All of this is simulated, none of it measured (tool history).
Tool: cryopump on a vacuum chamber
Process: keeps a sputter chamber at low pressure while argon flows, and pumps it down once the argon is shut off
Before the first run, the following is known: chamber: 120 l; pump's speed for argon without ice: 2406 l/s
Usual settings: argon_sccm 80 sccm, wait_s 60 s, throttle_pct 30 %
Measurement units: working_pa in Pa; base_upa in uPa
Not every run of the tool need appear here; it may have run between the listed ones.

run,hour,argon_sccm,wait_s,throttle_pct,working_pa,base_upa
1,0,80,60,30,0.193,1.28
2,62.5,80,60,30,0.1953,1.33
3,114.3,80,60,30,0.1963,1.36
4,187.3,80,60,30,0.1994,1.37
# hour 254.4: pump warmed up, emptied and cooled again
5,288.8,80,60,30,0.1907,1.34
6,391.9,80,60,30,0.1916,1.43
7,441.7,80,60,36,0.163,1.43
8,531.1,80,60,36,0.1654,1.51
9,630.1,80,60,36,0.1677,1.55
10,714.5,80,63,30,0.204,1.63
# hour 770: pump warmed up, emptied and cooled again
11,770,80,63,30,0.1902,1.46
12,827.3,80,63,30,0.1916,1.45
13,899.9,80,60,30,0.1919,1.57
14,962.3,80,60,30,0.1928,1.56
15,1039.4,80,177,30,0.1965,1.16
16,1092.7,88,60,30,0.2177,1.69
17,1135.1,88,60,30,0.2169,1.71
18,1188.2,62,295,29,0.1592,1.18
19,1242.2,62,24,29,0.1631,2.94
# hour 1284.7: pump warmed up, emptied and cooled again
20,1348.3,38,46,38,0.0724,2.01
21,1398.7,80,76,30,0.1928,1.64
22,1443.7,34,50,25,0.0979,1.89
23,1497.3,34,198,25,0.0986,1.32
24,1550.8,74,41,48,0.1172,2.24
25,1625.7,127,31,49,0.1981,2.69
26,1693.6,127,31,49,0.2018,2.72
27,1747.1,127,31,49,0.2053,2.61
# hour 1802.1: pump warmed up, emptied and cooled again
28,1834.6,33,87,22,0.1058,1.66
29,1914.7,46,32,35,0.0958,2.56
30,1976,46,32,20,0.1651,2.67
31,2044.3,69,24,27,0.1865,3.11
32,2147.1,106,24,19,0.4099,3.18
33,2226.8,87,84,20,0.3241,2.02

Below are 5 alternative next runs, each starting from the tool's condition after run 33. Predict each:
A,2302.8,159,148,19,?,?
B,2302.8,53,140,21,?,?
C,2302.8,87,84,29,?,?
D,2302.8,80,60,43,?,?
E,2302.8,42,84,20,?,?

run,working_pa,base_upa
A,0.6205,1.83
B,0.1878,1.9
C,0.2285,2.13
D,0.1492,2.36
E,0.1569,2.17
Had the tool no hidden state, the same runs would have come out as:
run,working_pa,base_upa
A,0.5858,0.39
B,0.1762,0.44
C,0.2097,0.64
D,0.1316,0.87
E,0.1477,0.69

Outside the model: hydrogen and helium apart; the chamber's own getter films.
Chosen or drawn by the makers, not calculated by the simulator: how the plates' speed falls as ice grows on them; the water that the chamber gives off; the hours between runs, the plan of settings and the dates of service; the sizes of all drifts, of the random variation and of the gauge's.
